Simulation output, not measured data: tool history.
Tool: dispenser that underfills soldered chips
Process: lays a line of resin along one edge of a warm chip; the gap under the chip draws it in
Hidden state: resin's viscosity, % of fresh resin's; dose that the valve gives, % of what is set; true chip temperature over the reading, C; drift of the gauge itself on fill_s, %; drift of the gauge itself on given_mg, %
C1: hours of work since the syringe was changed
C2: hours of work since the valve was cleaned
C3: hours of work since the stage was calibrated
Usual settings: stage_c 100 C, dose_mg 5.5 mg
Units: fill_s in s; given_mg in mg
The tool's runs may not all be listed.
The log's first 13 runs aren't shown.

{"day": 1.825, "done": "new syringe of resin"}
{"run": 14, "day": 1.904, "stage_c": 100, "dose_mg": 5.5, "C1": 1, "C2": 48, "C3": 107, "fill_s": 40.8, "given_mg": 5.41}
{"run": 15, "day": 2.038, "stage_c": 100, "dose_mg": 5.5, "C1": 4, "C2": 51, "C3": 110, "fill_s": 46.5, "given_mg": 5.38}
{"day": 2.171, "done": "new syringe of resin"}
{"run": 16, "day": 2.196, "stage_c": 100, "dose_mg": 5.5, "C1": 0, "C2": 53, "C3": 112, "fill_s": 39.1, "given_mg": 5.34}
{"run": 17, "day": 2.4, "stage_c": 106, "dose_mg": 5.5, "C1": 4, "C2": 57, "C3": 116, "fill_s": 37.7, "given_mg": 5.35}
{"run": 18, "day": 2.483, "stage_c": 106, "dose_mg": 5.5, "C1": 6, "C2": 59, "C3": 117, "fill_s": 39.6, "given_mg": 5.32}
{"day": 2.512, "done": "new syringe of resin"}
{"run": 19, "day": 2.621, "stage_c": 106, "dose_mg": 6.09, "C1": 2, "C2": 61, "C3": 119, "fill_s": 32.1, "given_mg": 5.98}
{"run": 20, "day": 2.733, "stage_c": 104, "dose_mg": 5.13, "C1": 4, "C2": 63, "C3": 121, "fill_s": 41.3, "given_mg": 4.97}
{"day": 2.867, "done": "new syringe of resin"}
{"run": 21, "day": 2.925, "stage_c": 104, "dose_mg": 5.13, "C1": 1, "C2": 66, "C3": 125, "fill_s": 35.5, "given_mg": 4.95}
{"run": 22, "day": 3.129, "stage_c": 98, "dose_mg": 6.47, "C1": 5, "C2": 70, "C3": 128, "fill_s": 52.9, "given_mg": 6.29}
{"day": 3.204, "done": "new syringe of resin"}
{"run": 23, "day": 3.321, "stage_c": 98, "dose_mg": 6.47, "C1": 2, "C2": 73, "C3": 131, "fill_s": 45.2, "given_mg": 6.37}
{"run": 24, "day": 3.446, "stage_c": 98, "dose_mg": 6.47, "C1": 4, "C2": 75, "C3": 134, "fill_s": 50.4, "given_mg": 6.34}

Run 25 comes next. What will it give?
{"day": 3.55, "done": "new syringe of resin"}
{"run": 25, "day": 3.625, "stage_c": 98, "dose_mg": 6.09, "C1": 1, "C2": 78, "C3": 137, "fill_s": "?", "given_mg": "?"}

Run 25 gave fill_s 42.9 s, given_mg 5.87 mg.
Without the tool's hidden state the same run would have given fill_s 40 s, given_mg 6.06 mg.
